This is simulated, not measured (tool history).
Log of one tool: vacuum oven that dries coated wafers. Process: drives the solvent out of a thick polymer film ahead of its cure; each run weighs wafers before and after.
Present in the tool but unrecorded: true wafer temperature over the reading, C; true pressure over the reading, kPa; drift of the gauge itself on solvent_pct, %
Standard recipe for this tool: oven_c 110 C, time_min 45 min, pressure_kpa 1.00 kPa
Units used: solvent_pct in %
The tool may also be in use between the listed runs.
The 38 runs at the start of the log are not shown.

run      day  oven_c  time_min  pressure_kpa  hours of work since the thermocouples were calibrated  hours of work since the vacuum gauge was cleaned of residue  solvent_pct
 39   88.188     104        45          0.80                                                     96                                                         1224         3.10
 40   91.488     102        34          0.67                                                    135                                                         1263         4.97
 41   93.483     119        75          0.82                                                    158                                                         1286         0.35
 42   96.933     119        75          0.82                                                    199                                                         1327         0.34
 43   99.621      95        34          0.81                                                    230                                                         1358         7.33
 44  102.796     122        80          2.92                                                    267                                                         1396         1.04
 45  104.233     122        80          2.92                                                    284                                                         1413         1.01
 46  107.679     100        80          1.12                                                    325                                                         1453         2.15

Here are 3 independent what-if runs from the current tool condition. What would each one return?
  A  110.158     114        80          1.96                                                    354                                                         1482            ?
  B  110.158     112        68          1.00                                                    354                                                         1482            ?
  C  110.158     100        80          1.77                                                    354                                                         1482            ?

run  solvent_pct
  A         0.95
  B         0.74
  C         2.60
With no hidden state in the tool, these same runs would have given:
run  solvent_pct
  A         0.95
  B         0.74
  C         2.60
